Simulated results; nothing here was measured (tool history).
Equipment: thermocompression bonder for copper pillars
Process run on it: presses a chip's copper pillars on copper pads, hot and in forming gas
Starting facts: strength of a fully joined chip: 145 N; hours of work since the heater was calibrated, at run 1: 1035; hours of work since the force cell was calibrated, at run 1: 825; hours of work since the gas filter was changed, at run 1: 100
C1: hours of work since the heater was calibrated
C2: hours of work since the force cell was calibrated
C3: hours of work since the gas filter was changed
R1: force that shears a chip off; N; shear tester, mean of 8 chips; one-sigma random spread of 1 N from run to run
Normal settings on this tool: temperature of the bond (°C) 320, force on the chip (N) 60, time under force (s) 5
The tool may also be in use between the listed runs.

Run 1, hour 0.0: usual settings; C1 1035; C2 825; C3 100. Result: R1 82.4 N.
At hour 23.4: forming gas filter changed.
Run 2, hour 24.3: usual settings but force on the chip (N) 39; C1 1049; C2 840; C3 1. Result: R1 60.0 N.
Run 3, hour 65.4: usual settings but force on the chip (N) 39; C1 1075; C2 865; C3 26. Result: R1 60.1 N.
Run 4, hour 97.8: usual settings but force on the chip (N) 39; C1 1094; C2 885; C3 46. Result: R1 57.9 N.
Run 5, hour 130.1: usual settings but force on the chip (N) 39; C1 1114; C2 905; C3 66. Result: R1 58.4 N.
Run 6, hour 170.4: usual settings but force on the chip (N) 39; C1 1139; C2 929; C3 90. Result: R1 57.2 N.
At hour 209.5: forming gas filter changed.
Run 7, hour 212.9: usual settings but force on the chip (N) 79; C1 1165; C2 955; C3 2. Result: R1 103.3 N.
Run 8, hour 257.4: usual settings but time under force (s) 3; C1 1192; C2 983; C3 29. Result: R1 69.4 N.
Run 9, hour 292.7: usual settings but temperature of the bond (°C) 309, time under force (s) 3; C1 1214; C2 1004; C3 51. Result: R1 61.9 N.
Run 10, hour 330.9: usual settings but temperature of the bond (°C) 309, time under force (s) 3; C1 1237; C2 1028; C3 75. Result: R1 61.7 N.
Run 11, hour 369.9: usual settings but time under force (s) 15; C1 1261; C2 1052; C3 99. Result: R1 106.1 N.
At hour 396.2: forming gas filter changed.
Run 12, hour 406.3: usual settings but force on the chip (N) 73, time under force (s) 15; C1 1283; C2 1074; C3 6. Result: R1 124.2 N.
Run 13, hour 435.7: usual settings but force on the chip (N) 73, time under force (s) 15; C1 1302; C2 1092; C3 24. Result: R1 119.3 N.
Run 14, hour 458.7: usual settings but force on the chip (N) 73, time under force (s) 15; C1 1316; C2 1106; C3 38. Result: R1 118.1 N.
Run 15, hour 497.3: usual settings but force on the chip (N) 73, time under force (s) 15; C1 1339; C2 1130; C3 62. Result: R1 119.1 N.
Run 16, hour 522.9: usual settings but temperature of the bond (°C) 333, force on the chip (N) 70; C1 1355; C2 1146; C3 78. Result: R1 99.5 N.
Run 17, hour 568.3: usual settings but temperature of the bond (°C) 333, force on the chip (N) 70; C1 1383; C2 1173; C3 106. Result: R1 97.4 N.
At hour 582.9: forming gas filter changed.
Run 18, hour 609.2: usual settings but temperature of the bond (°C) 333, force on the chip (N) 70; C1 1408; C2 1198; C3 16. Result: R1 105.3 N.
At hour 615.3: heater calibrated with a thermocouple chip.
Run 19, hour 656.7: usual settings but temperature of the bond (°C) 333, force on the chip (N) 40, time under force (s) 14; C1 25; C2 1226; C3 44. Result: R1 89.0 N.
Run 20, hour 694.3: usual settings but temperature of the bond (°C) 312; C1 49; C2 1249; C3 67. Result: R1 70.6 N.
Run 21, hour 724.4: usual settings but temperature of the bond (°C) 312; C1 67; C2 1268; C3 86. Result: R1 71.2 N.
Run 22, hour 751.2: usual settings but temperature of the bond (°C) 304, force on the chip (N) 67, time under force (s) 9; C1 84; C2 1284; C3 102. Result: R1 82.2 N.
At hour 772.6: forming gas filter changed.
Run 23, hour 776.4: usual settings but temperature of the bond (°C) 304, force on the chip (N) 67, time under force (s) 7; C1 99; C2 1300; C3 2. Result: R1 84.4 N.
At hour 787.3: heater calibrated with a thermocouple chip, once more.
Run 24, hour 805.4: usual settings but temperature of the bond (°C) 340, force on the chip (N) 39, time under force (s) 11; C1 11; C2 1316; C3 19. Result: R1 95.8 N.

Estimate the outcome of run 25 from the log above:
Run 25, hour 840.2: usual settings but temperature of the bond (°C) 324, time under force (s) 4; C1 33; C2 1338; C3 40. Result: R1 ?.

R1: 85.6 N
Minus the tool's unlogged condition, the same run would have read R1 89.7 N.
